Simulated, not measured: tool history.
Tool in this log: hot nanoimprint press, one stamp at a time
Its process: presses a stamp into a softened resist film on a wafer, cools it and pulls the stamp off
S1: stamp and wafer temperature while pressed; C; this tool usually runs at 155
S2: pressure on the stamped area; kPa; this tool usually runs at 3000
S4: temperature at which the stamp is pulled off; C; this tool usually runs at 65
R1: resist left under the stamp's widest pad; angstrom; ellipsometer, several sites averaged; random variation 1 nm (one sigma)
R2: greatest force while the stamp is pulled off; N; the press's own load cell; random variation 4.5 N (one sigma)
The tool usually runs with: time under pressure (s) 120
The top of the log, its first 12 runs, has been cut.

-- hour=199.5 press's hydraulic seals changed and the load cell set to zero
run 13 hour=212.3 | S1=155 S2=3000 time_under_pressure_(s)=120 S4=65 | R1=1475 R2=275
run 14 hour=227.9 | S1=155 S2=3000 time_under_pressure_(s)=120 S4=65 | R1=1469 R2=290
run 15 hour=242 | S1=147 S2=3000 time_under_pressure_(s)=120 S4=65 | R1=2265 R2=295
run 16 hour=264.5 | S1=147 S2=3000 time_under_pressure_(s)=120 S4=65 | R1=2264 R2=293
run 17 hour=283.1 | S1=147 S2=3000 time_under_pressure_(s)=120 S4=65 | R1=2243 R2=299
run 18 hour=295 | S1=149 S2=3000 time_under_pressure_(s)=120 S4=50 | R1=2009 R2=373
run 19 hour=316.2 | S1=149 S2=3000 time_under_pressure_(s)=125 S4=50 | R1=1991 R2=365
-- hour=328.8 stamp cleaned and given a new release coat
run 20 hour=345.9 | S1=155 S2=3000 time_under_pressure_(s)=173 S4=65 | R1=1289 R2=220
run 21 hour=360.6 | S1=155 S2=4310 time_under_pressure_(s)=206 S4=50 | R1=966 R2=271
run 22 hour=384.5 | S1=162 S2=4490 time_under_pressure_(s)=75 S4=61 | R1=921 R2=242
run 23 hour=404.3 | S1=162 S2=1860 time_under_pressure_(s)=224 S4=61 | R1=1044 R2=242
run 24 hour=423.4 | S1=155 S2=3000 time_under_pressure_(s)=167 S4=62 | R1=1293 R2=239
run 25 hour=440.9 | S1=161 S2=3000 time_under_pressure_(s)=167 S4=54 | R1=922 R2=282
run 26 hour=451.3 | S1=161 S2=4140 time_under_pressure_(s)=167 S4=54 | R1=752 R2=272
run 27 hour=471.1 | S1=161 S2=4140 time_under_pressure_(s)=167 S4=54 | R1=741 R2=271
run 28 hour=487.4 | S1=161 S2=4340 time_under_pressure_(s)=198 S4=54 | R1=678 R2=281
run 29 hour=504.3 | S1=161 S2=4340 time_under_pressure_(s)=198 S4=54 | R1=671 R2=277
run 30 hour=515.7 | S1=161 S2=4340 time_under_pressure_(s)=198 S4=54 | R1=677 R2=284

Forecast each of these 4 alternatives for the next run:
run A hour=526.5 | S1=159 S2=3000 time_under_pressure_(s)=120 S4=64 | R1=? R2=?
run B hour=526.5 | S1=165 S2=3550 time_under_pressure_(s)=198 S4=54 | R1=? R2=?
run C hour=526.5 | S1=155 S2=3110 time_under_pressure_(s)=198 S4=61 | R1=? R2=?
run D hour=526.5 | S1=151 S2=3310 time_under_pressure_(s)=63 S4=65 | R1=? R2=?

run=A R1=1142 R2=248
run=B R1=616 R2=290
run=C R1=1174 R2=265
run=D R1=2073 R2=247
Without the tool's hidden state the same runs would have given:
run=A R1=1204 R2=221
run=B R1=646 R2=257
run=C R1=1243 R2=235
run=D R1=2174 R2=219

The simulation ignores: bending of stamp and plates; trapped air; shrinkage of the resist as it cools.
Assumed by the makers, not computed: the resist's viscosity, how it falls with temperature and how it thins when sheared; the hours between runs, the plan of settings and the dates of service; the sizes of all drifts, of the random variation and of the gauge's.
